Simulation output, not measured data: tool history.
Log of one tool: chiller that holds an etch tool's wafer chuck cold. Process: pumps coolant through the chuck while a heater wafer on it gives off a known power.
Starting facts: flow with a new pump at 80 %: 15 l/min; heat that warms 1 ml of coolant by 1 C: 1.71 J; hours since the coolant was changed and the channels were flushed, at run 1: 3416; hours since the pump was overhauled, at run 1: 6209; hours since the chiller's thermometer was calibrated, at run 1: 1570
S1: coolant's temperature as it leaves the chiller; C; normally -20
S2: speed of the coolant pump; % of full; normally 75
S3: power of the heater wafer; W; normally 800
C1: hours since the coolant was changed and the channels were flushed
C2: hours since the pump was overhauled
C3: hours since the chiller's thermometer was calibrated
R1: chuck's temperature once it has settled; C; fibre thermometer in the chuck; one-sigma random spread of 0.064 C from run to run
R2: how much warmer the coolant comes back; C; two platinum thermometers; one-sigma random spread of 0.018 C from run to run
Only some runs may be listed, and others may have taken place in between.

Run 1, hour 0.0: usual settings; C1 3416; C2 6209; C3 1570. Result: R1 -14.65 C, R2 2.10 C.
Run 2, hour 104.0: usual settings; C1 3520; C2 6313; C3 1674. Result: R1 -14.60 C, R2 2.13 C.
Run 3, hour 262.3: usual settings but S2 94 % of full; C1 3678; C2 6471; C3 1832. Result: R1 -15.39 C, R2 1.66 C.
Run 4, hour 440.1: usual settings but S2 94 % of full; C1 3856; C2 6649; C3 2010. Result: R1 -15.35 C, R2 1.65 C.
Run 5, hour 651.7: usual settings but S2 94 % of full, S3 876 W; C1 4067; C2 6860; C3 2222. Result: R1 -15.02 C, R2 1.84 C.
Run 6, hour 768.3: usual settings but S2 94 % of full, S3 876 W; C1 4184; C2 6977; C3 2338. Result: R1 -14.89 C, R2 1.82 C.
Run 7, hour 982.3: usual settings; C1 4398; C2 7191; C3 2552. Result: R1 -14.73 C, R2 2.12 C.
Run 8, hour 1103.0: usual settings but S1 -30 C; C1 4519; C2 7312; C3 2673. Result: R1 -24.59 C, R2 2.12 C.
Run 9, hour 1295.9: usual settings but S1 -30 C; C1 4712; C2 7505; C3 2866. Result: R1 -24.52 C, R2 2.10 C.
Run 10, hour 1388.9: usual settings but S1 -30 C; C1 4805; C2 7598; C3 2959. Result: R1 -24.56 C, R2 2.13 C.
Run 11, hour 1538.6: usual settings but S1 -30 C, S2 76 % of full; C1 4954; C2 7747; C3 3109. Result: R1 -24.56 C, R2 2.10 C.
Run 12, hour 1727.3: usual settings but S1 -30 C, S2 76 % of full; C1 5143; C2 7936; C3 3297. Result: R1 -24.44 C, R2 2.07 C.
Run 13, hour 1906.5: usual settings but S1 -26 C; C1 5322; C2 8115; C3 3477. Result: R1 -20.64 C, R2 2.15 C.
Run 14, hour 2083.6: usual settings; C1 5499; C2 8292; C3 3654. Result: R1 -14.49 C, R2 2.09 C.
Run 15, hour 2277.7: usual settings but S3 427 W; C1 5693; C2 8486; C3 3848. Result: R1 -17.27 C, R2 1.13 C.
Run 16, hour 2421.3: usual settings but S3 427 W; C1 5837; C2 8630; C3 3991. Result: R1 -17.41 C, R2 1.18 C.
Run 17, hour 2548.8: usual settings but S1 -22 C, S2 81 % of full; C1 5964; C2 8757; C3 4119. Result: R1 -16.76 C, R2 1.98 C.
Run 18, hour 2761.4: usual settings but S1 -22 C, S3 942 W; C1 6177; C2 8970; C3 4332. Result: R1 -15.37 C, R2 2.54 C.
Run 19, hour 2975.8: usual settings but S1 -22 C, S3 942 W; C1 6391; C2 9184; C3 4546. Result: R1 -15.38 C, R2 2.52 C.
Run 20, hour 3164.8: usual settings but S1 -28 C, S2 68 % of full; C1 6580; C2 9373; C3 4735. Result: R1 -22.14 C, R2 2.35 C.
At hour 3325.7: chiller's thermometer calibrated.
Run 21, hour 3366.7: usual settings but S1 -28 C, S2 68 % of full; C1 6781; C2 9574; C3 41. Result: R1 -21.48 C, R2 2.37 C.
Run 22, hour 3534.0: usual settings but S1 -28 C, S2 68 % of full; C1 6949; C2 9742; C3 208. Result: R1 -21.61 C, R2 2.41 C.
Run 23, hour 3748.3: usual settings but S1 -29 C, S2 91 % of full, S3 1095 W; C1 7163; C2 9956; C3 423. Result: R1 -21.53 C, R2 2.43 C.
Run 24, hour 3883.6: usual settings but S1 -29 C, S2 91 % of full, S3 1095 W; C1 7298; C2 10091; C3 558. Result: R1 -21.56 C, R2 2.45 C.
Run 25, hour 3987.9: usual settings but S1 -29 C, S2 91 % of full, S3 1095 W; C1 7403; C2 10196; C3 662. Result: R1 -21.39 C, R2 2.44 C.
Run 26, hour 4124.8: usual settings but S1 -23 C, S2 61 % of full, S3 434 W; C1 7539; C2 10332; C3 799. Result: R1 -19.25 C, R2 1.47 C.
Run 27, hour 4318.2: usual settings but S1 -23 C, S2 61 % of full, S3 434 W; C1 7733; C2 10526; C3 993. Result: R1 -19.30 C, R2 1.49 C.
Run 28, hour 4412.3: usual settings but S1 -23 C, S2 61 % of full, S3 434 W; C1 7827; C2 10620; C3 1087. Result: R1 -19.22 C, R2 1.48 C.
Run 29, hour 4590.6: usual settings but S1 -23 C, S2 61 % of full, S3 434 W; C1 8005; C2 10798; C3 1265. Result: R1 -19.39 C, R2 1.49 C.

Table of differences, measured result less the result of that run with no hidden state. Run-to-run variation is the same in both. Gauge scatter possibly is not:
The tool's hidden condition here consists of: heat passed by the chuck's channels, % of clean ones'; flow at a given pump speed, % of a new pump's; coolant's true temperature over the reading, C; drift of the gauge itself on chuck_c, C; drift of the gauge itself on warmer_back_c, C.
run     R1     R2
  1  +0.26  +0.11
  2  +0.26  +0.10
  3  +0.20  +0.08
  4  +0.20  +0.08
  5  +0.27  +0.09
  6  +0.26  +0.10
  7  +0.30  +0.12
  8  +0.30  +0.12
  9  +0.31  +0.12
 10  +0.31  +0.13
 11  +0.32  +0.13
 12  +0.33  +0.13
 13  +0.35  +0.14
 14  +0.35  +0.14
 15  -0.04  +0.08
 16  -0.04  +0.08
 17  +0.33  +0.14
 18  +0.54  +0.18
 19  +0.56  +0.19
 20  +0.46  +0.18
 21  +1.02  +0.18
 22  +1.03  +0.19
 23  +1.24  +0.20
 24  +1.25  +0.20
 25  +1.27  +0.20
 26  +0.55  +0.12
 27  +0.56  +0.12
 28  +0.56  +0.12
 29  +0.56  +0.13

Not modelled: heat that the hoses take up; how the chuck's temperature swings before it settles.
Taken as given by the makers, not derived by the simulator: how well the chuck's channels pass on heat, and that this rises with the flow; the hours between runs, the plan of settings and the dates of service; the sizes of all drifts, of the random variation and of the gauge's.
